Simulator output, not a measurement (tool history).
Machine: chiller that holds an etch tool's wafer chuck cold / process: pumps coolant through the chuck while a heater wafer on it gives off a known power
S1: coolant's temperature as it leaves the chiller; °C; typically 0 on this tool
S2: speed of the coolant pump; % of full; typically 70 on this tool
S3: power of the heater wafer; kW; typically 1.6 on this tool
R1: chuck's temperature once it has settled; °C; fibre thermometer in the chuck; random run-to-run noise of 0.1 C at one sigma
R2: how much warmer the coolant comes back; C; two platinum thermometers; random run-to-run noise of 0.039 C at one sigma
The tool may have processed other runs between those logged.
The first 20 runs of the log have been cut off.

run,day,S1,S2,S3,R1,R2
21,37.117,0,70,1.6,23.8,9.04
22,39.204,0,70,1.6,24,9.04
23,41.65,-7,85,0.885,4.8,4.1
24,43.2,-6,85,2.014,19.9,9.16
25,45.096,6,85,2.014,32.1,9.28
26,46.658,6,85,2.014,32.3,9.29
27,47.946,7,62,1.193,27.3,7.69
28,49.079,7,66,0.881,21.4,5.28
29,50.988,7,66,0.881,21.4,5.37
30,52.996,7,66,0.881,21.6,5.36
31,55.104,7,66,0.881,21.6,5.32

Below are 3 alternative next runs, each starting from the tool's condition after run 31. Predict each:
# day 55.267: chiller's thermometer calibrated
A,56.296,5,74,2.255,?,?
# day 55.267: chiller's thermometer calibrated
B,56.296,7,85,1.741,?,?
# day 55.267: chiller's thermometer calibrated
C,56.296,10,89,1.282,?,?

run,R1,R2
A,37.5,12.09
B,29.4,8.11
C,25.9,5.64
The same runs, with their run-to-run variation unchanged, on a tool lacking any hidden condition would have given:
run,R1,R2
A,30.7,11.16
B,24.6,7.48
C,22.5,5.2
